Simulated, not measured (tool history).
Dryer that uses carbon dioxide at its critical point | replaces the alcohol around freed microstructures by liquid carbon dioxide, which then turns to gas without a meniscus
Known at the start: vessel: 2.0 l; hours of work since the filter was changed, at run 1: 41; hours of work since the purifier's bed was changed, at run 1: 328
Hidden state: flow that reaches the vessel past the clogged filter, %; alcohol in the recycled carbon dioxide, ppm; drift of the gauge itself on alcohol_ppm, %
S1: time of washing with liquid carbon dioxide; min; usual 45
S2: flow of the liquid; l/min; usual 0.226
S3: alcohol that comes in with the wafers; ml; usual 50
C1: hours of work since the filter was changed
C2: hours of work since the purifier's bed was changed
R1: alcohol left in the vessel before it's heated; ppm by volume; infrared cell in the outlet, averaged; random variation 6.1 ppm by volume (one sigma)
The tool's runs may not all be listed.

Run 1, hour 0: usual settings; C1 41; C2 328. Result: R1 356 ppm by volume.
Run 2, hour 20.2: usual settings but S3 93 ml; C1 55; C2 342. Result: R1 603 ppm by volume.
Run 3, hour 47.7: usual settings but S1 59 min; C1 75; C2 362. Result: R1 183 ppm by volume.
Run 4, hour 76: usual settings but S1 59 min, S2 0.369 l/min; C1 96; C2 383. Result: R1 136 ppm by volume.
Run 5, hour 106.5: usual settings but S1 59 min, S2 0.369 l/min, S3 95 ml; C1 118; C2 405. Result: R1 133 ppm by volume.
Run 6, hour 146.9: usual settings but S3 98 ml; C1 147; C2 434. Result: R1 711 ppm by volume.
Run 7, hour 170.3: usual settings but S3 54 ml; C1 164; C2 451. Result: R1 465 ppm by volume.
Run 8, hour 188.8: usual settings but S3 54 ml; C1 178; C2 465. Result: R1 463 ppm by volume.
Run 9, hour 222.9: usual settings but S1 46 min, S2 0.238 l/min, S3 45 ml; C1 203; C2 490. Result: R1 365 ppm by volume.
Run 10, hour 251.7: usual settings but S1 33 min, S2 0.189 l/min, S3 86 ml; C1 224; C2 511. Result: R1 3126 ppm by volume.
At hour 273.8: inlet filter changed.
Run 11, hour 274.3: usual settings but S2 0.38 l/min; C1 0; C2 526. Result: R1 176 ppm by volume.
Run 12, hour 309.2: usual settings but S2 0.368 l/min, S3 37 ml; C1 26; C2 552. Result: R1 187 ppm by volume.
Run 13, hour 333: usual settings but S1 47 min, S2 0.308 l/min, S3 46 ml; C1 43; C2 569. Result: R1 217 ppm by volume.
Run 14, hour 357.4: usual settings but S2 0.374 l/min; C1 61; C2 587. Result: R1 192 ppm by volume.
Run 15, hour 377.4: usual settings but S1 71 min, S2 0.374 l/min, S3 53 ml; C1 75; C2 601. Result: R1 188 ppm by volume.

Forecast each of these 4 alternatives for the next run:
Run A, hour 405.6: usual settings but S1 71 min, S2 0.177 l/min, S3 28 ml; C1 96; C2 622. Result: R1 ?.
Run B, hour 405.6: usual settings but S1 50 min, S3 49 ml; C1 96; C2 622. Result: R1 ?.
Run C, hour 405.6: usual settings but S1 67 min; C1 96; C2 622. Result: R1 ?.
Run D, hour 405.6: usual settings but S1 47 min, S2 0.212 l/min; C1 96; C2 622. Result: R1 ?.

run   R1
  A  245
  B  348
  C  216
  D  497
Without the tool's hidden state the same runs would have given:
run   R1
  A   45
  B  141
  C   23
  D  272
